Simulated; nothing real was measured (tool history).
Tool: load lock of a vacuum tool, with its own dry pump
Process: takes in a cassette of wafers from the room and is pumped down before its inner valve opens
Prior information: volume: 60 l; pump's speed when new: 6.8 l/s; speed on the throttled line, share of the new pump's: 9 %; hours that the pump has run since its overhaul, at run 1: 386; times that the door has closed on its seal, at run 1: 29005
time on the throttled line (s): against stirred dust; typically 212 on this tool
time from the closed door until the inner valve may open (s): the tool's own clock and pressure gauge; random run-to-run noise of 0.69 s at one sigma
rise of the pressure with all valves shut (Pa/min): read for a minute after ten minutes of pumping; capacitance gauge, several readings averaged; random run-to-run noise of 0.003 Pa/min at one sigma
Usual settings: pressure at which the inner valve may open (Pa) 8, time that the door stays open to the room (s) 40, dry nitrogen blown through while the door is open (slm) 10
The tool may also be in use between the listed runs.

run      day  time on the throttled line (s)  pressure at which the inner valve may open (Pa)  time that the door stays open to the room (s)  dry nitrogen blown through while the door is open (slm)  hours that the pump has run since its overhaul  times that the door has closed on its seal  incoming humidity of the room's air, %  time from the closed door until the inner valve may open (s)  rise of the pressure with all valves shut (Pa/min)
  1        0                             212                                                8                                             40                                                       10                                             386                                       29005                                    44.1                                                         275.4                                               0.211
  2   10.321                             212                                                8                                             40                                                       10                                             634                                       30164                                    42.9                                                         277.1                                               0.222
  3   16.208                             212                                                8                                             40                                                       10                                             775                                       30824                                    46.3                                                         276.5                                               0.229
  4   22.596                             212                                                8                                             40                                                       10                                             928                                       31541                                    46.4                                                         276.1                                               0.244
  5   31.988                             212                                                8                                             40                                                       10                                            1154                                       32595                                    47.5                                                         276.3                                               0.249
  6   39.638                             212                                               13                                             40                                                       10                                            1337                                       33455                                    44.7                                                         271.5                                               0.246
  7   48.354                             172                                                8                                             40                                                       10                                            1547                                       34433                                    46.6                                                         241.4                                               0.263
  8   59.283                             172                                                8                                             40                                                       10                                            1809                                       35660                                    45.2                                                           240                                               0.269
  9   70.588                             172                                                8                                             40                                                       10                                            2080                                       36929                                      44                                                         241.9                                               0.291
 10   80.733                             172                                                8                                             40                                                       10                                            2324                                       38067                                    42.3                                                         241.9                                               0.299
 11   89.208                             172                                                8                                             40                                                       10                                            2527                                       39019                                    47.7                                                         240.8                                               0.316
 12   96.321                             212                                                8                                            132                                                       10                                            2698                                       39817                                    45.8                                                           278                                               0.352
 13    104.9                             212                                                8                                            132                                                       10                                            2904                                       40780                                      45                                                         278.9                                               0.357
 14  114.671                             212                                                8                                            132                                                       10                                            3138                                       41877                                    43.5                                                         277.6                                               0.378
 15  127.417                             212                                                8                                            132                                                       10                                            3444                                       43308                                    43.6                                                         279.5                                               0.389
 16  138.242                             212                                                8                                            132                                                       10                                            3704                                       44523                                    43.4                                                         278.9                                               0.404
 17  150.388                             212                                                8                                             40                                                       33                                            3995                                       45886                                    43.8                                                         278.3                                               0.372
 18  156.442                             212                                                8                                             40                                                       33                                            4141                                       46566                                    44.6                                                         279.2                                               0.388
 19   162.75                             212                                                8                                             40                                                       33                                            4292                                       47274                                    43.2                                                         279.1                                               0.388
 20  169.279                             221                                                8                                             40                                                       33                                            4449                                       48007                                    44.6                                                         287.1                                               0.395
 21    181.9                             111                                                8                                             40                                                       33                                            4752                                       49424                                    44.1                                                         187.9                                               0.419
 22  192.812                             212                                               15                                             39                                                       10                                            5014                                       50648                                    44.3                                                         272.6                                               0.456
 23  203.025                             212                                               15                                             39                                                       10                                            5259                                       51795                                    41.2                                                         273.4                                               0.476
 24  214.971                             342                                               11                                             40                                                       10                                            5546                                       53136                                    44.5                                                         392.8                                               0.477
 25  225.492                             413                                               14                                             40                                                       10                                            5798                                       54317                                    45.8                                                         454.9                                               0.491
 26    237.2                             416                                               16                                            211                                                        7                                            6079                                       55631                                    44.9                                                         456.7                                               0.557
 27  244.125                             336                                                8                                             40                                                       10                                            6245                                       56409                                    42.8                                                         392.2                                               0.519
 28  253.454                             393                                               16                                            160                                                       38                                            6469                                       57456                                      48                                                         437.6                                               0.553
 29  263.246                             212                                                9                                             69                                                       10                                            6704                                       58555                                    43.3                                                         280.7                                               0.576
 30  271.538                             212                                               10                                             40                                                       11                                            6903                                       59486                                    45.8                                                         278.8                                               0.565
 31  280.942                             212                                               10                                             40                                                       11                                            7129                                       60541                                    43.8                                                         279.7                                               0.575
 32  287.671                             212                                               10                                             57                                                        9                                            7290                                       61297                                    43.1                                                         279.3                                               0.603
 33      293                             212                                               10                                             57                                                        9                                            7418                                       61895                                    45.7                                                           279                                               0.608
     296.292  -- door's seal changed, seat wiped
 34  299.262                             212                                               13                                             31                                                        9                                            7567                                         334                                    46.7                                                         275.6                                                0.05
 35  307.617                             212                                               13                                             31                                                        9                                            7767                                        1271                                    45.5                                                         276.1                                               0.047
 36  316.962                             212                                                9                                             40                                                       10                                            7992                                        2321                                    46.1                                                           281                                                0.06
 37  324.112                             212                                                9                                             40                                                       10                                            8163                                        3123                                    46.6                                                         282.1                                               0.061

Predict each of these 4 candidate next runs independently; none follows another, all start after run 37:
  A  330.992                             260                                                9                                             25                                                        4                                            8328                                        3895                                      46                                                             ?                                                   ?
  B  330.992                             127                                               10                                             40                                                       13                                            8328                                        3895                                    44.6                                                             ?                                                   ?
  C  330.992                             212                                                8                                            134                                                       33                                            8328                                        3895                                    42.2                                                             ?                                                   ?
  D  330.992                             212                                               12                                             40                                                       10                                            8328                                        3895                                    47.1                                                             ?                                                   ?

run  time from the closed door until the inner valve may open (s)  rise of the pressure with all valves shut (Pa/min)
  A                                                         325.4                                                0.06
  B                                                         202.7                                                0.06
  C                                                         282.1                                               0.066
  D                                                         277.8                                                0.07
Without the tool's unlogged condition, the same runs would have read:
run  time from the closed door until the inner valve may open (s)  rise of the pressure with all valves shut (Pa/min)
  A                                                         320.2                                               0.048
  B                                                         196.9                                               0.047
  C                                                         276.7                                               0.054
  D                                                         272.7                                               0.058

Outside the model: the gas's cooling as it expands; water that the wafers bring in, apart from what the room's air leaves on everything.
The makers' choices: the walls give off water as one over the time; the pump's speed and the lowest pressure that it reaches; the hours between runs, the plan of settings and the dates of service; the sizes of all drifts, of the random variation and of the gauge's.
